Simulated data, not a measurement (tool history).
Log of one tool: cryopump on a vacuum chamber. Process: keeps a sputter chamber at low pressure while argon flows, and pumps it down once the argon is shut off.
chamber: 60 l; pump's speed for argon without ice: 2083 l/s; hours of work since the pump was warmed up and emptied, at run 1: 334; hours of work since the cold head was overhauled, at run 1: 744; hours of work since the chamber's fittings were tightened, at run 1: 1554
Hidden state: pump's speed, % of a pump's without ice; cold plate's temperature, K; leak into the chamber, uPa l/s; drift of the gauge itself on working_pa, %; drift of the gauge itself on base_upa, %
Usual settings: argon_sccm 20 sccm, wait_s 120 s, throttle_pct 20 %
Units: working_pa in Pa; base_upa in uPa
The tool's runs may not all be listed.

| run | day | argon_sccm | wait_s | throttle_pct | hours of work since the pump was warmed up and emptied | hours of work since the cold head was overhauled | hours of work since the chamber's fittings were tightened | working_pa | base_upa |
|---|---|---|---|---|---|---|---|---|---|
| 1 | 0 | 20 | 120 | 20 | 334 | 744 | 1554 | 0.0864 | 1.01 |
| 2 | 1.338 | 20 | 120 | 20 | 359 | 769 | 1579 | 0.088 | 1.1 |
| 3 | 2.229 | 20 | 120 | 20 | 375 | 786 | 1595 | 0.0878 | 1.16 |
| 4 | 3.483 | 20 | 120 | 20 | 399 | 809 | 1619 | 0.088 | 1.14 |
|  | 3.854 | pump warmed up, emptied and cooled again |
| 5 | 5 | 20 | 120 | 20 | 21 | 833 | 1643 | 0.0819 | 0.93 |
| 6 | 6.733 | 20 | 120 | 20 | 53 | 865 | 1675 | 0.0826 | 0.94 |
| 7 | 8.446 | 20 | 120 | 20 | 85 | 896 | 1706 | 0.0826 | 0.98 |
| 8 | 9.408 | 35 | 120 | 20 | 103 | 914 | 1724 | 0.1462 | 1 |
| 9 | 10.388 | 35 | 120 | 20 | 121 | 932 | 1742 | 0.1463 | 1.04 |
| 10 | 11.483 | 20 | 61 | 20 | 141 | 953 | 1762 | 0.0818 | 1.26 |
| 11 | 12.262 | 20 | 61 | 20 | 155 | 967 | 1777 | 0.0835 | 1.28 |
| 12 | 13.138 | 20 | 61 | 20 | 171 | 983 | 1793 | 0.0834 | 1.31 |
| 13 | 14.583 | 20 | 61 | 20 | 198 | 1010 | 1820 | 0.0841 | 1.36 |
| 14 | 15.538 | 20 | 61 | 20 | 216 | 1027 | 1837 | 0.086 | 1.36 |
| 15 | 16.354 | 20 | 61 | 20 | 231 | 1042 | 1852 | 0.0853 | 1.38 |
| 16 | 17.621 | 20 | 61 | 20 | 254 | 1066 | 1876 | 0.0851 | 1.36 |
| 17 | 18.508 | 20 | 61 | 20 | 271 | 1082 | 1892 | 0.0851 | 1.39 |
| 18 | 20.196 | 8 | 181 | 16 | 302 | 1113 | 1923 | 0.0424 | 1.08 |
| 19 | 21.75 | 15 | 25 | 23 | 330 | 1142 | 1952 | 0.0578 | 2.36 |
| 20 | 23.471 | 15 | 161 | 23 | 362 | 1174 | 1984 | 0.0572 | 1.17 |
| 21 | 25.204 | 15 | 161 | 23 | 394 | 1206 | 2016 | 0.0576 | 1.24 |
|  | 25.912 | pump warmed up, emptied and cooled again |
| 22 | 26.983 | 39 | 161 | 18 | 20 | 1235 | 2045 | 0.1763 | 0.96 |
| 23 | 28.708 | 29 | 37 | 46 | 52 | 1267 | 2077 | 0.053 | 1.66 |
| 24 | 29.783 | 29 | 37 | 46 | 71 | 1286 | 2096 | 0.0526 | 1.75 |
| 25 | 31.342 | 24 | 99 | 29 | 100 | 1315 | 2125 | 0.0677 | 1.2 |

The next listed run, before its measurement:
| 26 | 33.108 | 20 | 122 | 20 | 133 | 1348 | 2158 | ? | ? |

Run 26 gave working_pa 0.0836 Pa, base_upa 1.13 uPa.
Without the tool's hidden state the same run would have given working_pa 0.0814 Pa, base_upa 0.39 uPa.
